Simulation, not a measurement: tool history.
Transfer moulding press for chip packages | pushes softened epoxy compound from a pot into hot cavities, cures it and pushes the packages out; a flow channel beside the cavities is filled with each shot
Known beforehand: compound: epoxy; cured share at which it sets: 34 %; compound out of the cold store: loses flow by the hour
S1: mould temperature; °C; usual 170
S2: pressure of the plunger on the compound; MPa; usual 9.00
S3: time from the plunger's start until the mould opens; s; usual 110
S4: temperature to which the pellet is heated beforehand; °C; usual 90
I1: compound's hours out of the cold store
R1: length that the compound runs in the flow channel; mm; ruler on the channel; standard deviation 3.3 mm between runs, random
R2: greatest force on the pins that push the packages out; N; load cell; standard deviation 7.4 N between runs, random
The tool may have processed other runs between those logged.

{"run": 1, "day": 0.0, "S1": 170, "S2": 9.0, "S3": 110, "S4": 90, "I1": 28.8, "R1": 586, "R2": 442}
{"run": 2, "day": 0.3, "S1": 170, "S2": 9.0, "S3": 110, "S4": 90, "I1": 27.0, "R1": 588, "R2": 471}
{"run": 3, "day": 0.608, "S1": 170, "S2": 9.0, "S3": 110, "S4": 90, "I1": 43.2, "R1": 564, "R2": 466}
{"run": 4, "day": 0.888, "S1": 170, "S2": 9.0, "S3": 109, "S4": 90, "I1": 8.4, "R1": 617, "R2": 493}
{"run": 5, "day": 1.162, "S1": 170, "S2": 9.0, "S3": 110, "S4": 84, "I1": 37.7, "R1": 567, "R2": 481}
{"run": 6, "day": 1.408, "S1": 169, "S2": 9.0, "S3": 110, "S4": 90, "I1": 32.7, "R1": 576, "R2": 503}
{"run": 7, "day": 1.75, "S1": 170, "S2": 9.0, "S3": 110, "S4": 90, "I1": 17.6, "R1": 597, "R2": 484}
{"run": 8, "day": 2.225, "S1": 170, "S2": 9.0, "S3": 110, "S4": 90, "I1": 12.1, "R1": 613, "R2": 503}
{"run": 9, "day": 2.612, "S1": 170, "S2": 9.0, "S3": 110, "S4": 90, "I1": 45.5, "R1": 562, "R2": 512}
{"run": 10, "day": 2.825, "S1": 170, "S2": 9.0, "S3": 110, "S4": 90, "I1": 24.8, "R1": 592, "R2": 529}
{"run": 11, "day": 3.029, "S1": 170, "S2": 9.0, "S3": 110, "S4": 90, "I1": 43.4, "R1": 563, "R2": 486}
{"run": 12, "day": 3.342, "S1": 170, "S2": 9.0, "S3": 110, "S4": 93, "I1": 36.0, "R1": 572, "R2": 508}
{"run": 13, "day": 3.583, "S1": 170, "S2": 9.0, "S3": 110, "S4": 93, "I1": 12.1, "R1": 609, "R2": 518}
{"day": 3.671, "done": "cavities cleaned with cleaning compound and waxed"}
{"run": 14, "day": 4.017, "S1": 170, "S2": 9.0, "S3": 110, "S4": 93, "I1": 28.1, "R1": 586, "R2": 557}
{"run": 15, "day": 4.45, "S1": 170, "S2": 9.0, "S3": 110, "S4": 90, "I1": 23.8, "R1": 588, "R2": 548}
{"run": 16, "day": 4.867, "S1": 163, "S2": 9.0, "S3": 110, "S4": 95, "I1": 8.0, "R1": 641, "R2": 960}
{"run": 17, "day": 5.067, "S1": 163, "S2": 8.71, "S3": 110, "S4": 83, "I1": 10.2, "R1": 638, "R2": 997}
{"run": 18, "day": 5.45, "S1": 163, "S2": 8.71, "S3": 110, "S4": 83, "I1": 19.3, "R1": 619, "R2": 966}
{"day": 5.554, "done": "cavities cleaned with cleaning compound and waxed, once more"}
{"run": 19, "day": 5.754, "S1": 170, "S2": 9.9, "S3": 110, "S4": 90, "I1": 39.6, "R1": 592, "R2": 317}
{"run": 20, "day": 6.0, "S1": 173, "S2": 9.0, "S3": 121, "S4": 90, "I1": 43.0, "R1": 551, "R2": 279}
{"run": 21, "day": 6.379, "S1": 173, "S2": 9.0, "S3": 121, "S4": 90, "I1": 20.8, "R1": 579, "R2": 328}
{"run": 22, "day": 6.583, "S1": 173, "S2": 9.0, "S3": 121, "S4": 90, "I1": 35.5, "R1": 561, "R2": 322}
{"run": 23, "day": 6.821, "S1": 174, "S2": 9.0, "S3": 110, "S4": 98, "I1": 35.8, "R1": 555, "R2": 335}
{"run": 24, "day": 7.146, "S1": 174, "S2": 9.0, "S3": 110, "S4": 98, "I1": 21.8, "R1": 573, "R2": 362}
{"run": 25, "day": 7.504, "S1": 170, "S2": 9.0, "S3": 101, "S4": 90, "I1": 14.9, "R1": 594, "R2": 478}
{"run": 26, "day": 7.717, "S1": 170, "S2": 9.44, "S3": 101, "S4": 97, "I1": 47.7, "R1": 565, "R2": 461}
{"run": 27, "day": 8.112, "S1": 170, "S2": 9.44, "S3": 101, "S4": 86, "I1": 21.0, "R1": 601, "R2": 488}
{"run": 28, "day": 8.329, "S1": 170, "S2": 8.77, "S3": 119, "S4": 98, "I1": 39.0, "R1": 557, "R2": 398}
{"run": 29, "day": 8.542, "S1": 170, "S2": 11.0, "S3": 119, "S4": 98, "I1": 11.5, "R1": 673, "R2": 414}

Each row is a separate what-if for the run after 29, all from the same tool condition, not one after another. Results?
{"run": "A", "day": 8.867, "S1": 170, "S2": 9.0, "S3": 110, "S4": 95, "I1": 43.8, "R1": "?", "R2": "?"}
{"run": "B", "day": 8.867, "S1": 168, "S2": 8.02, "S3": 110, "S4": 90, "I1": 15.4, "R1": "?", "R2": "?"}
{"run": "C", "day": 8.867, "S1": 163, "S2": 8.74, "S3": 113, "S4": 90, "I1": 16.9, "R1": "?", "R2": "?"}

run=A R1=554 R2=446
run=B R1=577 R2=502
run=C R1=617 R2=739
The same runs, with their run-to-run variation unchanged, on a tool lacking any hidden condition would have given:
run=A R1=564 R2=303
run=B R1=588 R2=344
run=C R1=628 R2=510
